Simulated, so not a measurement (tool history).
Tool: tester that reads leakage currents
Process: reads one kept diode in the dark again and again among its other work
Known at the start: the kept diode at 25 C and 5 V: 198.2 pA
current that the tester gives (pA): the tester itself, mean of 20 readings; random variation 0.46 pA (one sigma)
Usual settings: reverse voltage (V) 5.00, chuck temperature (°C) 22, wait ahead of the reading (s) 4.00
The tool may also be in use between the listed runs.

run    hour  reverse voltage (V)  chuck temperature (°C)  wait ahead of the reading (s)  current that the tester gives (pA)
  1     0.0                 5.00                      22                           4.00                              153.31
  2    28.8                 5.00                      22                           4.00                              152.66
  3    68.0                 5.00                      27                           4.00                              239.38
  4    98.7                 5.00                      27                           4.00                              238.96
  5   134.1                 5.00                      27                           2.94                              239.80
  6   164.7                 5.00                      22                           4.00                              153.29
  7   225.3                 5.00                      22                           4.00                              154.72
  8   260.5                 5.00                      22                           4.00                              154.51
  9   287.6                 5.00                      22                           4.00                              154.73
 10   337.8                 5.00                      22                           4.00                              153.97
 11   371.9                 5.00                      22                           5.15                              153.61
 12   419.3                 5.00                      34                           5.15                              435.06
      427.3  -- chuck's temperature calibrated
 13   458.7                 5.00                      22                           4.00                              154.96
 14   484.7                 5.00                      22                           4.00                              155.33
 15   547.9                 5.00                      22                           4.00                              155.93
 16   579.8                 5.00                      22                           3.06                              155.39
      619.1  -- chuck's temperature calibrated, once more
 17   622.4                 1.69                      22                           4.00                              101.01
 18   666.5                 5.00                      22                           1.37                              157.79
 19   703.2                 5.00                      22                           0.43                              159.20
 20   734.0                 5.00                      22                           0.43                              158.75
 21   791.5                 5.00                      22                           0.43                              159.36
 22   845.9                 5.00                      22                           0.43                              160.02
 23   874.5                 2.75                      38                           4.00                              485.86
 24   924.5                 7.39                      38                           0.69                              723.81
 25   985.3                 7.39                      38                           0.69                              723.90
 26  1035.1                 7.39                      38                           0.69                              728.48
 27  1096.9                 9.71                      57                           4.00                             3484.96
 28  1123.8                 9.71                      57                           4.00                             3482.58
 29  1157.6                 1.27                      52                           7.97                             1072.60

Run 30 comes next. What will it give?
 30  1189.9                 1.78                      41                           0.80                                   ?

{"run 30": {"current that the tester gives (pA)": 521.34}}
Without the tool's hidden state the same run would have given current that the tester gives (pA) 510.42.
